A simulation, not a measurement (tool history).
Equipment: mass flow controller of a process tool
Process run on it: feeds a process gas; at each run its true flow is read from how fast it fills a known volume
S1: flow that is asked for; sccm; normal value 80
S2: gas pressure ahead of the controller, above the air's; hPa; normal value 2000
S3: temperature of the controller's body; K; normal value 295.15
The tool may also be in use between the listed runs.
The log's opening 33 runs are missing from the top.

run 34 hour=5735.6 | S1=51 S2=1750 S3=296.15 | true_flow_(%)=97.72
run 35 hour=5916.8 | S1=14 S2=2000 S3=294.15 | true_flow_(%)=95.85
run 36 hour=6060 | S1=14 S2=2000 S3=294.15 | true_flow_(%)=95.63
run 37 hour=6187.4 | S1=14 S2=2000 S3=294.15 | true_flow_(%)=95.4
run 38 hour=6315.7 | S1=14 S2=2000 S3=294.15 | true_flow_(%)=95.51
run 39 hour=6513.1 | S1=76 S2=2000 S3=295.15 | true_flow_(%)=97.92
run 40 hour=6680.8 | S1=13 S2=1710 S3=308.15 | true_flow_(%)=95.39
run 41 hour=6940.8 | S1=51 S2=2170 S3=301.15 | true_flow_(%)=97.59
run 42 hour=7196.4 | S1=20 S2=1820 S3=296.15 | true_flow_(%)=95.29
run 43 hour=7391.4 | S1=28 S2=2740 S3=296.15 | true_flow_(%)=96.45
run 44 hour=7657.8 | S1=13 S2=1740 S3=295.15 | true_flow_(%)=93.41
run 45 hour=7864.9 | S1=13 S2=1740 S3=295.15 | true_flow_(%)=93.2
run 46 hour=8027.3 | S1=13 S2=1740 S3=295.15 | true_flow_(%)=93.03
run 47 hour=8158.2 | S1=13 S2=1740 S3=295.15 | true_flow_(%)=92.92
run 48 hour=8320.7 | S1=25 S2=2720 S3=304.15 | true_flow_(%)=95.92
run 49 hour=8548 | S1=80 S2=2000 S3=308.15 | true_flow_(%)=97.8

Consider 3 possible next runs. They are alternatives, not a sequence: every one starts from the tool as it was left by run 49. What does each give?
run A hour=8720.9 | S1=80 S2=2700 S3=308.15 | true_flow_(%)=?
run B hour=8720.9 | S1=55 S2=2000 S3=308.15 | true_flow_(%)=?
run C hour=8720.9 | S1=80 S2=2000 S3=295.15 | true_flow_(%)=?

run=A true_flow_(%)=98.08
run=B true_flow_(%)=97.04
run=C true_flow_(%)=96.82
With the hidden condition removed and each run's random variation left untouched, the same runs would have given:
run=A true_flow_(%)=100.91
run=B true_flow_(%)=100.2
run=C true_flow_(%)=99.64

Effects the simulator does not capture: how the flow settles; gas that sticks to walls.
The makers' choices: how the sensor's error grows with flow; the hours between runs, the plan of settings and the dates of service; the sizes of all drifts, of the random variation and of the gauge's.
